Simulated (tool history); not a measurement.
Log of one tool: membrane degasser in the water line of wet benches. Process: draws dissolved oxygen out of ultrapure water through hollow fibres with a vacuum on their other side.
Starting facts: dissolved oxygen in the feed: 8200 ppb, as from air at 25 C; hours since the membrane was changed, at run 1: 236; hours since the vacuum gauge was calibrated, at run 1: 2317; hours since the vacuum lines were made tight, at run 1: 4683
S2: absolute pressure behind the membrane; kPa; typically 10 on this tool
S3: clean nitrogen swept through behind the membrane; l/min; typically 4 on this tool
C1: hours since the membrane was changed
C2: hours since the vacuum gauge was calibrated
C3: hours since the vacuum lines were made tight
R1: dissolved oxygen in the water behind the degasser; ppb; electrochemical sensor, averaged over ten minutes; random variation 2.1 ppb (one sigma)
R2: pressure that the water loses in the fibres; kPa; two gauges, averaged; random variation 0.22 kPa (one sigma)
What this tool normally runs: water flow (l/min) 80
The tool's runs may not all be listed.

{"run": 1, "hour": 0.0, "water flow (l/min)": 80, "S2": 10, "S3": 4, "C1": 236, "C2": 2317, "C3": 4683, "R1": 310.6, "R2": 54.58}
{"run": 2, "hour": 27.5, "water flow (l/min)": 58, "S2": 10, "S3": 4, "C1": 263, "C2": 2344, "C3": 4711, "R1": 232.5, "R2": 39.3}
{"run": 3, "hour": 49.7, "water flow (l/min)": 58, "S2": 10, "S3": 4, "C1": 286, "C2": 2367, "C3": 4733, "R1": 235.5, "R2": 39.53}
{"run": 4, "hour": 81.3, "water flow (l/min)": 58, "S2": 10, "S3": 4, "C1": 317, "C2": 2398, "C3": 4764, "R1": 232.5, "R2": 39.61}
{"run": 5, "hour": 110.8, "water flow (l/min)": 80, "S2": 10, "S3": 4, "C1": 347, "C2": 2428, "C3": 4794, "R1": 308.8, "R2": 55.02}
{"run": 6, "hour": 155.8, "water flow (l/min)": 80, "S2": 10, "S3": 4, "C1": 392, "C2": 2473, "C3": 4839, "R1": 313.8, "R2": 54.88}
{"run": 7, "hour": 203.2, "water flow (l/min)": 80, "S2": 10, "S3": 4, "C1": 439, "C2": 2520, "C3": 4886, "R1": 311.3, "R2": 54.75}
{"run": 8, "hour": 246.2, "water flow (l/min)": 70, "S2": 10, "S3": 10.93, "C1": 482, "C2": 2563, "C3": 4929, "R1": 112.7, "R2": 47.64}
{"run": 9, "hour": 283.6, "water flow (l/min)": 101, "S2": 12.6, "S3": 3.2, "C1": 519, "C2": 2601, "C3": 4967, "R1": 601.7, "R2": 69.23}
{"run": 10, "hour": 309.0, "water flow (l/min)": 101, "S2": 12.6, "S3": 3.2, "C1": 545, "C2": 2626, "C3": 4992, "R1": 608.2, "R2": 68.91}
{"run": 11, "hour": 352.5, "water flow (l/min)": 101, "S2": 10.6, "S3": 2.62, "C1": 588, "C2": 2670, "C3": 5036, "R1": 571.6, "R2": 69.17}
{"run": 12, "hour": 395.2, "water flow (l/min)": 101, "S2": 10.6, "S3": 2.62, "C1": 631, "C2": 2712, "C3": 5078, "R1": 570.5, "R2": 68.69}
{"run": 13, "hour": 436.7, "water flow (l/min)": 101, "S2": 10.6, "S3": 2.62, "C1": 673, "C2": 2754, "C3": 5120, "R1": 572.8, "R2": 69.13}

5 options for the next run, each taken on its own from the tool as it stands now. Forecast them:
{"run": "A", "hour": 485.3, "water flow (l/min)": 54, "S2": 17.9, "S3": 5.39, "C1": 721, "C2": 2802, "C3": 5168, "R1": "?", "R2": "?"}
{"run": "B", "hour": 485.3, "water flow (l/min)": 75, "S2": 10.6, "S3": 6.01, "C1": 721, "C2": 2802, "C3": 5168, "R1": "?", "R2": "?"}
{"run": "C", "hour": 485.3, "water flow (l/min)": 117, "S2": 10.6, "S3": 9.08, "C1": 721, "C2": 2802, "C3": 5168, "R1": "?", "R2": "?"}
{"run": "D", "hour": 485.3, "water flow (l/min)": 101, "S2": 8, "S3": 4.82, "C1": 721, "C2": 2802, "C3": 5168, "R1": "?", "R2": "?"}
{"run": "E", "hour": 485.3, "water flow (l/min)": 101, "S2": 11.3, "S3": 2.62, "C1": 721, "C2": 2802, "C3": 5168, "R1": "?", "R2": "?"}

run=A R1=346.1 R2=36.86
run=B R1=225.3 R2=51.79
run=C R1=239.5 R2=79.92
run=D R1=240.5 R2=68.84
run=E R1=608.8 R2=68.84
With the hidden condition removed and each run's random variation left untouched, the same runs would have given:
run=A R1=337.2 R2=36.61
run=B R1=217 R2=51.44
run=C R1=231.3 R2=79.38
run=D R1=229 R2=68.38
run=E R1=592.2 R2=68.38
